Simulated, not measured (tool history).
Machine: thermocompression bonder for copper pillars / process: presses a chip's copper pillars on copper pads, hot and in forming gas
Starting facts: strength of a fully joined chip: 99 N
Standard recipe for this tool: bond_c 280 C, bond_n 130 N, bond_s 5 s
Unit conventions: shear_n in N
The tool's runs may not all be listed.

run,hour,bond_c,bond_n,bond_s,shear_n
1,0.0,280,130,5,64.2
2,39.4,280,130,5,63.5
3,82.4,280,130,5,63.3
4,110.1,280,130,5,63.5
5,138.6,280,130,5,63.4
6,169.8,277,130,5,60.8
7,190.3,277,130,5,60.5
8,233.9,277,130,5,60.4
9,266.6,277,130,5,59.7
10,303.3,253,183,5,58.0
11,324.0,253,183,5,56.2
12,370.0,303,171,7,80.0
13,399.8,308,130,13,82.1
14,430.3,259,89,5,40.0
# hour 467.1: forming gas filter changed
15,467.5,305,130,13,89.5

Forecast each of these 5 alternatives for the next run:
A,494.3,302,130,9,?
B,494.3,259,130,5,?
C,494.3,301,130,5,?
D,494.3,289,134,5,?
E,494.3,308,142,3,?

run,shear_n
A,84.3
B,54.2
C,74.6
D,68.2
E,71.3
Had the tool no hidden state, the same runs would have come out as:
run,shear_n
A,81.8
B,50.1
C,71.5
D,64.8
E,68.1

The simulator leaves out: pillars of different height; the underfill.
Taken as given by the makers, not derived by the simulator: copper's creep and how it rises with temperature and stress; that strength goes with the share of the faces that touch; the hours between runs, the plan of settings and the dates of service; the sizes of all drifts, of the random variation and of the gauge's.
